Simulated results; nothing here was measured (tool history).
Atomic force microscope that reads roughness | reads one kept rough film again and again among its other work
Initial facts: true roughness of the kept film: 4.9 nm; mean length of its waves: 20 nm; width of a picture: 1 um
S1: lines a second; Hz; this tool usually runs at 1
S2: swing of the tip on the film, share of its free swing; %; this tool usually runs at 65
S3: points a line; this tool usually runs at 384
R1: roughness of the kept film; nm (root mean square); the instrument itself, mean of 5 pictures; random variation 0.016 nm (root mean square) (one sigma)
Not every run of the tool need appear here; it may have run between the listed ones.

| run | hour | S1 | S2 | S3 | R1 |
|---|---|---|---|---|---|
| 1 | 0 | 1 | 65 | 384 | 3.677 |
| 2 | 22.7 | 1 | 65 | 384 | 3.143 |
| 3 | 52.8 | 1 | 65 | 384 | 2.634 |
| 4 | 76.6 | 1.56 | 65 | 384 | 2.287 |
|  | 88.6 | new tip fitted |
| 5 | 99 | 1.56 | 65 | 384 | 3.412 |
| 6 | 131.4 | 1.56 | 65 | 384 | 2.697 |
| 7 | 163.1 | 1 | 65 | 384 | 2.319 |
| 8 | 176.4 | 1 | 65 | 384 | 2.186 |
|  | 180 | new tip fitted |
| 9 | 193.6 | 0.77 | 65 | 384 | 3.403 |
| 10 | 223.4 | 1.82 | 65 | 384 | 2.693 |
| 11 | 252 | 1.82 | 65 | 384 | 2.321 |
|  | 270.8 | new tip fitted |
| 12 | 275 | 1 | 88 | 384 | 3.367 |

The next listed run, before its measurement:
| 13 | 297.2 | 1 | 88 | 384 | ? |

Run 13 gave R1 2.866 nm (root mean square).
Minus the tool's unlogged condition, the same run would have read R1 3.535 nm (root mean square).
